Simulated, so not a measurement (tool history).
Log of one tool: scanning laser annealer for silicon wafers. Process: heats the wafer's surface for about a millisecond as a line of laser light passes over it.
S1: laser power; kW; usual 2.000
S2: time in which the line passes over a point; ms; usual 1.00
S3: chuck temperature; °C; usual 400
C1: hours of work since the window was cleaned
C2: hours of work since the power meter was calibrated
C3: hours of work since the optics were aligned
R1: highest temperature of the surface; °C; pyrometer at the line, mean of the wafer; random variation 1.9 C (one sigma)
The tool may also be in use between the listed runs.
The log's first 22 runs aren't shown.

Run 23, hour 385.6: usual settings but S1 1.724 kW, S2 0.86 ms, S3 391 °C; C1 13; C2 644; C3 1266. Result: R1 971 °C.
At hour 398.6: window over the wafer cleaned, once more.
Run 24, hour 398.6: usual settings but S1 1.784 kW, S2 0.86 ms, S3 391 °C; C1 0; C2 650; C3 1272. Result: R1 999 °C.
Run 25, hour 417.8: usual settings but S1 1.980 kW, S2 0.86 ms, S3 367 °C; C1 9; C2 659; C3 1281. Result: R1 1036 °C.
Run 26, hour 427.7: usual settings but S1 1.980 kW, S2 0.86 ms, S3 367 °C; C1 14; C2 664; C3 1286. Result: R1 1036 °C.
Run 27, hour 446.9: usual settings but S1 1.822 kW, S2 0.72 ms, S3 391 °C; C1 24; C2 673; C3 1295. Result: R1 953 °C.
Run 28, hour 460.7: usual settings but S1 1.900 kW, S2 0.85 ms, S3 391 °C; C1 30; C2 680; C3 1302. Result: R1 1034 °C.
Run 29, hour 470.8: usual settings but S2 0.96 ms; C1 35; C2 685; C3 1307. Result: R1 1118 °C.
Run 30, hour 486.6: usual settings but S1 1.858 kW, S2 1.25 ms, S3 396 °C; C1 43; C2 693; C3 1315. Result: R1 1171 °C.
Run 31, hour 503.4: usual settings but S1 1.923 kW, S3 419 °C; C1 51; C2 701; C3 1323. Result: R1 1125 °C.
Run 32, hour 516.1: usual settings but S1 1.923 kW, S3 419 °C; C1 58; C2 707; C3 1329. Result: R1 1125 °C.
Run 33, hour 538.2: usual settings but S1 1.923 kW, S3 432 °C; C1 68; C2 718; C3 1340. Result: R1 1138 °C.
Run 34, hour 551.3: usual settings but S1 1.923 kW, S3 432 °C; C1 75; C2 725; C3 1346. Result: R1 1136 °C.
Run 35, hour 562.6: usual settings but S2 1.16 ms, S3 438 °C; C1 80; C2 730; C3 1352. Result: R1 1233 °C.
Run 36, hour 582.4: usual settings but S3 427 °C; C1 90; C2 740; C3 1362. Result: R1 1159 °C.
Run 37, hour 597.9: usual settings but S1 1.969 kW, S2 0.95 ms, S3 363 °C; C1 98; C2 747; C3 1369. Result: R1 1063 °C.
Run 38, hour 610.1: usual settings but S2 0.77 ms; C1 103; C2 753; C3 1375. Result: R1 1032 °C.
Run 39, hour 630.6: usual settings but S1 2.178 kW, S2 1.17 ms, S3 378 °C; C1 114; C2 763; C3 1385. Result: R1 1245 °C.
At hour 649.3: optics aligned, line set to its width.
Run 40, hour 655.2: usual settings but S1 2.178 kW, S2 1.17 ms, S3 378 °C; C1 123; C2 773; C3 3. Result: R1 1253 °C.
Run 41, hour 676.7: usual settings but S1 1.971 kW, S2 1.12 ms, S3 382 °C; C1 134; C2 783; C3 13. Result: R1 1163 °C.

Forecast each of these 4 alternatives for the next run:
Run A, hour 692.7: usual settings but S1 2.124 kW, S2 1.02 ms, S3 432 °C; C1 141; C2 791; C3 21. Result: R1 ?.
Run B, hour 692.7: usual settings but S1 1.762 kW, S2 0.78 ms, S3 391 °C; C1 141; C2 791; C3 21. Result: R1 ?.
Run C, hour 692.7: usual settings but S1 2.034 kW, S3 426 °C; C1 141; C2 791; C3 21. Result: R1 ?.
Run D, hour 692.7: usual settings but S1 2.039 kW, S2 1.04 ms; C1 141; C2 791; C3 21. Result: R1 ?.

run    R1
  A  1225
  B   967
  C  1180
  D  1171
Without the tool's hidden state the same runs would have given:
run    R1
  A  1228
  B   969
  C  1183
  D  1174
